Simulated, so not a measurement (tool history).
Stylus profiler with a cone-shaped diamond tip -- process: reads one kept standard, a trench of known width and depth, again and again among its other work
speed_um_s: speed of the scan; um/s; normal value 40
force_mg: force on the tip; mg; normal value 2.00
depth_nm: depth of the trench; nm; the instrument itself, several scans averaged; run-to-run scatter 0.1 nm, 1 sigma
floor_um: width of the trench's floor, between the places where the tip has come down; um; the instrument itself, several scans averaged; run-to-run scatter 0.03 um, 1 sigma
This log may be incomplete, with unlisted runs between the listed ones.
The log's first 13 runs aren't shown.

run	hour	speed_um_s	force_mg	scans with this tip	hours of work since the height scale was calibrated	depth_nm	floor_um
14	340.6	22	2.00	4723	1008	101.50	18.22
15	372.5	40	2.00	4816	1028	101.62	18.11
16	399.4	40	2.00	4895	1045	101.47	18.15
17	432.6	40	2.00	4992	1065	101.63	18.16
18	464.4	40	2.00	5084	1085	101.65	18.10
19	484.3	40	2.00	5143	1098	101.63	18.14
# hour 487.6: height scale calibrated on a step standard
20	504.9	40	2.00	5201	11	101.91	18.14
21	531.4	130	2.00	5279	27	101.69	17.53
22	566.0	40	2.00	5380	49	101.68	18.10
# hour 576.3: height scale calibrated on a step standard, once more
23	595.1	40	2.00	5463	12	101.44	18.09
24	623.7	138	2.95	5547	30	101.66	17.59
25	651.0	42	5.95	5626	47	102.68	18.16
26	674.5	22	2.00	5695	61	101.29	18.16
27	689.5	12	3.71	5739	71	101.70	18.27
28	713.1	51	1.72	5808	85	101.22	18.00
29	728.6	69	1.78	5853	95	101.06	17.87
30	750.1	69	1.78	5916	108	101.36	17.92
31	776.7	48	5.16	5994	125	102.37	18.13
32	801.3	48	5.16	6065	140	102.49	18.15
33	827.1	31	2.00	6141	156	101.46	18.17
34	859.8	31	2.00	6236	177	101.55	18.12
35	891.3	31	2.00	6328	196	101.49	18.09
36	914.7	31	2.00	6396	211	101.40	18.03
37	945.4	16	2.00	6486	230	101.31	18.24

What does the tool deliver on the next run?
38	968.0	30	3.60	6552	244	?	?

depth_nm: 101.92 nm
floor_um: 18.15 um
Were there no unlogged condition in the tool, this run, its random variation unchanged, would have produced depth_nm 101.80 nm, floor_um 18.46 um.
